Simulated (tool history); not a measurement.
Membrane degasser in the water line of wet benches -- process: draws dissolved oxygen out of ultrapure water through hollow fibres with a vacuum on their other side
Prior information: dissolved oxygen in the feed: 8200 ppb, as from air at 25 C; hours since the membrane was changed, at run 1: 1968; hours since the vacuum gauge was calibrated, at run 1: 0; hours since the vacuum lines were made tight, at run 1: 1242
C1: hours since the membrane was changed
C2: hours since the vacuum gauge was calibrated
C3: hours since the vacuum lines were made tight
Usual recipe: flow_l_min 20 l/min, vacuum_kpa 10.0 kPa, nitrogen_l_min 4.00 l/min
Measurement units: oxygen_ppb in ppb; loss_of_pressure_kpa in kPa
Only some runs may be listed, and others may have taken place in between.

{"run": 1, "hour": 0.0, "flow_l_min": 20, "vacuum_kpa": 10.0, "nitrogen_l_min": 4.0, "C1": 1968, "C2": 0, "C3": 1242, "oxygen_ppb": 141.4, "loss_of_pressure_kpa": 63.71}
{"run": 2, "hour": 112.5, "flow_l_min": 12, "vacuum_kpa": 10.0, "nitrogen_l_min": 4.0, "C1": 2081, "C2": 113, "C3": 1355, "oxygen_ppb": 61.0, "loss_of_pressure_kpa": 38.19}
{"run": 3, "hour": 213.5, "flow_l_min": 12, "vacuum_kpa": 10.0, "nitrogen_l_min": 4.0, "C1": 2182, "C2": 214, "C3": 1456, "oxygen_ppb": 60.1, "loss_of_pressure_kpa": 38.33}
{"run": 4, "hour": 261.1, "flow_l_min": 12, "vacuum_kpa": 10.0, "nitrogen_l_min": 4.0, "C1": 2229, "C2": 261, "C3": 1503, "oxygen_ppb": 60.1, "loss_of_pressure_kpa": 38.38}
{"run": 5, "hour": 308.7, "flow_l_min": 12, "vacuum_kpa": 11.6, "nitrogen_l_min": 4.0, "C1": 2277, "C2": 309, "C3": 1551, "oxygen_ppb": 71.6, "loss_of_pressure_kpa": 38.08}
{"run": 6, "hour": 415.6, "flow_l_min": 20, "vacuum_kpa": 10.0, "nitrogen_l_min": 4.0, "C1": 2384, "C2": 416, "C3": 1658, "oxygen_ppb": 147.4, "loss_of_pressure_kpa": 63.91}
{"run": 7, "hour": 466.3, "flow_l_min": 20, "vacuum_kpa": 10.0, "nitrogen_l_min": 4.0, "C1": 2435, "C2": 466, "C3": 1708, "oxygen_ppb": 144.8, "loss_of_pressure_kpa": 63.45}
{"run": 8, "hour": 525.9, "flow_l_min": 20, "vacuum_kpa": 10.0, "nitrogen_l_min": 4.0, "C1": 2494, "C2": 526, "C3": 1768, "oxygen_ppb": 147.9, "loss_of_pressure_kpa": 63.72}
{"run": 9, "hour": 637.6, "flow_l_min": 20, "vacuum_kpa": 6.5, "nitrogen_l_min": 4.0, "C1": 2606, "C2": 638, "C3": 1880, "oxygen_ppb": 101.9, "loss_of_pressure_kpa": 63.43}
{"run": 10, "hour": 690.1, "flow_l_min": 20, "vacuum_kpa": 6.5, "nitrogen_l_min": 4.0, "C1": 2658, "C2": 690, "C3": 1932, "oxygen_ppb": 101.6, "loss_of_pressure_kpa": 63.03}
{"run": 11, "hour": 786.5, "flow_l_min": 20, "vacuum_kpa": 6.5, "nitrogen_l_min": 4.0, "C1": 2755, "C2": 787, "C3": 2029, "oxygen_ppb": 104.6, "loss_of_pressure_kpa": 64.02}
{"run": 12, "hour": 852.3, "flow_l_min": 20, "vacuum_kpa": 6.5, "nitrogen_l_min": 4.0, "C1": 2821, "C2": 852, "C3": 2094, "oxygen_ppb": 103.6, "loss_of_pressure_kpa": 63.36}
{"run": 13, "hour": 922.6, "flow_l_min": 20, "vacuum_kpa": 10.0, "nitrogen_l_min": 4.0, "C1": 2891, "C2": 923, "C3": 2165, "oxygen_ppb": 144.2, "loss_of_pressure_kpa": 63.73}
{"run": 14, "hour": 1034.6, "flow_l_min": 20, "vacuum_kpa": 10.0, "nitrogen_l_min": 4.0, "C1": 3003, "C2": 1035, "C3": 2277, "oxygen_ppb": 146.4, "loss_of_pressure_kpa": 63.7}
{"run": 15, "hour": 1150.4, "flow_l_min": 25, "vacuum_kpa": 10.0, "nitrogen_l_min": 4.0, "C1": 3119, "C2": 1150, "C3": 2393, "oxygen_ppb": 218.7, "loss_of_pressure_kpa": 79.74}
{"run": 16, "hour": 1239.6, "flow_l_min": 25, "vacuum_kpa": 10.0, "nitrogen_l_min": 4.0, "C1": 3208, "C2": 1240, "C3": 2482, "oxygen_ppb": 216.5, "loss_of_pressure_kpa": 79.28}
{"run": 17, "hour": 1293.3, "flow_l_min": 25, "vacuum_kpa": 10.0, "nitrogen_l_min": 4.0, "C1": 3262, "C2": 1293, "C3": 2536, "oxygen_ppb": 221.6, "loss_of_pressure_kpa": 79.15}
{"run": 18, "hour": 1390.0, "flow_l_min": 25, "vacuum_kpa": 10.0, "nitrogen_l_min": 4.0, "C1": 3358, "C2": 1390, "C3": 2632, "oxygen_ppb": 221.1, "loss_of_pressure_kpa": 79.84}
{"run": 19, "hour": 1499.7, "flow_l_min": 16, "vacuum_kpa": 9.8, "nitrogen_l_min": 2.25, "C1": 3468, "C2": 1500, "C3": 2742, "oxygen_ppb": 140.1, "loss_of_pressure_kpa": 51.13}
{"run": 20, "hour": 1582.1, "flow_l_min": 25, "vacuum_kpa": 10.0, "nitrogen_l_min": 1.79, "C1": 3551, "C2": 1582, "C3": 2824, "oxygen_ppb": 328.9, "loss_of_pressure_kpa": 79.59}
{"run": 21, "hour": 1696.4, "flow_l_min": 25, "vacuum_kpa": 10.0, "nitrogen_l_min": 1.79, "C1": 3665, "C2": 1696, "C3": 2939, "oxygen_ppb": 326.8, "loss_of_pressure_kpa": 79.24}
{"run": 22, "hour": 1768.3, "flow_l_min": 20, "vacuum_kpa": 10.0, "nitrogen_l_min": 5.12, "C1": 3737, "C2": 1768, "C3": 3010, "oxygen_ppb": 127.8, "loss_of_pressure_kpa": 63.22}
{"run": 23, "hour": 1875.8, "flow_l_min": 20, "vacuum_kpa": 10.0, "nitrogen_l_min": 5.12, "C1": 3844, "C2": 1876, "C3": 3118, "oxygen_ppb": 126.9, "loss_of_pressure_kpa": 63.41}
{"run": 24, "hour": 1968.7, "flow_l_min": 13, "vacuum_kpa": 7.5, "nitrogen_l_min": 3.7, "C1": 3937, "C2": 1969, "C3": 3211, "oxygen_ppb": 51.1, "loss_of_pressure_kpa": 41.13}
{"run": 25, "hour": 2041.2, "flow_l_min": 13, "vacuum_kpa": 7.5, "nitrogen_l_min": 3.7, "C1": 4010, "C2": 2041, "C3": 3283, "oxygen_ppb": 50.2, "loss_of_pressure_kpa": 41.53}
{"run": 26, "hour": 2105.4, "flow_l_min": 13, "vacuum_kpa": 11.0, "nitrogen_l_min": 4.0, "C1": 4074, "C2": 2105, "C3": 3348, "oxygen_ppb": 76.0, "loss_of_pressure_kpa": 41.2}
{"run": 27, "hour": 2194.6, "flow_l_min": 13, "vacuum_kpa": 11.0, "nitrogen_l_min": 4.0, "C1": 4163, "C2": 2195, "C3": 3437, "oxygen_ppb": 74.6, "loss_of_pressure_kpa": 41.42}
{"run": 28, "hour": 2257.1, "flow_l_min": 13, "vacuum_kpa": 11.0, "nitrogen_l_min": 4.0, "C1": 4226, "C2": 2257, "C3": 3499, "oxygen_ppb": 75.1, "loss_of_pressure_kpa": 41.49}
{"run": 29, "hour": 2362.8, "flow_l_min": 13, "vacuum_kpa": 11.0, "nitrogen_l_min": 4.0, "C1": 4331, "C2": 2363, "C3": 3605, "oxygen_ppb": 75.1, "loss_of_pressure_kpa": 40.97}
{"run": 30, "hour": 2438.5, "flow_l_min": 20, "vacuum_kpa": 10.0, "nitrogen_l_min": 11.58, "C1": 4407, "C2": 2438, "C3": 3681, "oxygen_ppb": 93.0, "loss_of_pressure_kpa": 63.42}
{"run": 31, "hour": 2497.6, "flow_l_min": 20, "vacuum_kpa": 8.3, "nitrogen_l_min": 4.0, "C1": 4466, "C2": 2498, "C3": 3740, "oxygen_ppb": 123.3, "loss_of_pressure_kpa": 64.0}

3 options for the next run, each taken on its own from the tool as it stands now. Forecast them:
{"run": "A", "hour": 2563.5, "flow_l_min": 20, "vacuum_kpa": 7.9, "nitrogen_l_min": 10.47, "C1": 4532, "C2": 2563, "C3": 3806, "oxygen_ppb": "?", "loss_of_pressure_kpa": "?"}
{"run": "B", "hour": 2563.5, "flow_l_min": 25, "vacuum_kpa": 16.1, "nitrogen_l_min": 2.21, "C1": 4532, "C2": 2563, "C3": 3806, "oxygen_ppb": "?", "loss_of_pressure_kpa": "?"}
{"run": "C", "hour": 2563.5, "flow_l_min": 18, "vacuum_kpa": 6.3, "nitrogen_l_min": 4.0, "C1": 4532, "C2": 2563, "C3": 3806, "oxygen_ppb": "?", "loss_of_pressure_kpa": "?"}

run=A oxygen_ppb=84.4 loss_of_pressure_kpa=63.73
run=B oxygen_ppb=439.4 loss_of_pressure_kpa=79.60
run=C oxygen_ppb=78.0 loss_of_pressure_kpa=57.05
With no hidden state in the tool, these same runs would have given:
run=A oxygen_ppb=84.3 loss_of_pressure_kpa=63.72
run=B oxygen_ppb=439.2 loss_of_pressure_kpa=79.57
run=C oxygen_ppb=78.0 loss_of_pressure_kpa=57.04
